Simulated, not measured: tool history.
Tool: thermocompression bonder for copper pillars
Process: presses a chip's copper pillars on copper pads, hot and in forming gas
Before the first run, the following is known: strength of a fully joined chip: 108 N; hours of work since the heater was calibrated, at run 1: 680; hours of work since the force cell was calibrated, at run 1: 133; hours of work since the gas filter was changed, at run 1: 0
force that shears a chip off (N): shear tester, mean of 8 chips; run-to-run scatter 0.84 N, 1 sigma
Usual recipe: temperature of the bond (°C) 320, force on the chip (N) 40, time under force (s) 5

run   hour  temperature of the bond (°C)  force on the chip (N)  time under force (s)  hours of work since the heater was calibrated  hours of work since the force cell was calibrated  hours of work since the gas filter was changed  force that shears a chip off (N)
  1      0                           320                     40                     5                                            680                                                133                                               0                              64.5
  2   49.7                           320                     40                     5                                            716                                                169                                              36                              62.7
  3   90.9                           320                     40                     5                                            746                                                199                                              66                              63.5
  4  132.4                           320                     40                     5                                            776                                                229                                              96                              63.5
  5  176.6                           320                     40                     5                                            808                                                261                                             128                              61.4
  6  214.8                           292                     40                     5                                            836                                                289                                             156                              43.3
  7  262.6                           292                     40                     5                                            871                                                324                                             191                              43.8
  8  302.5                           292                     40                     5                                            900                                                353                                             220                              43.2
  9  342.7                           292                     40                     5                                            929                                                382                                             249                              42.4
     347.4  -- force cell calibrated
 10  371.8                           292                     40                     5                                            949                                                 18                                             269                              41.8
 11  406.5                           292                     40                     5                                            974                                                 43                                             294                                43
 12    438                           292                     40                     5                                            997                                                 66                                             317                              41.9
 13  477.6                           322                     53                    12                                           1026                                                 95                                             346                              88.5
 14  508.9                           322                     53                    12                                           1049                                                117                                             369                              85.9
       536  -- force cell calibrated, once more
 15  553.2                           320                     40                    10                                           1080                                                 13                                             400                              71.3
       582  -- forming gas filter changed
 16    582                           320                     40                    10                                           1100                                                 33                                               0                              75.9
 17  614.5                           301                     45                    11                                           1124                                                 57                                              24                              66.9

Results for each run, recomputed without the tool's hidden state and with each run's random variation untouched:
The hidden state here: true temperature of the bond over the reading, C; force that reaches the chip, % of what is set; oxide that the forming gas leaves, % of the face; drift of the gauge itself on shear_n, %.
run  force that shears a chip off (N)
  1                              68.4
  2                              66.9
  3                              68.2
  4                              68.6
  5                              66.8
  6                              48.5
  7                              49.3
  8                              48.9
  9                              48.5
 10                              47.6
 11                              48.9
 12                              48.1
 13                              96.3
 14                              93.7
 15                              81.4
 16                              81.9
 17                              73.7

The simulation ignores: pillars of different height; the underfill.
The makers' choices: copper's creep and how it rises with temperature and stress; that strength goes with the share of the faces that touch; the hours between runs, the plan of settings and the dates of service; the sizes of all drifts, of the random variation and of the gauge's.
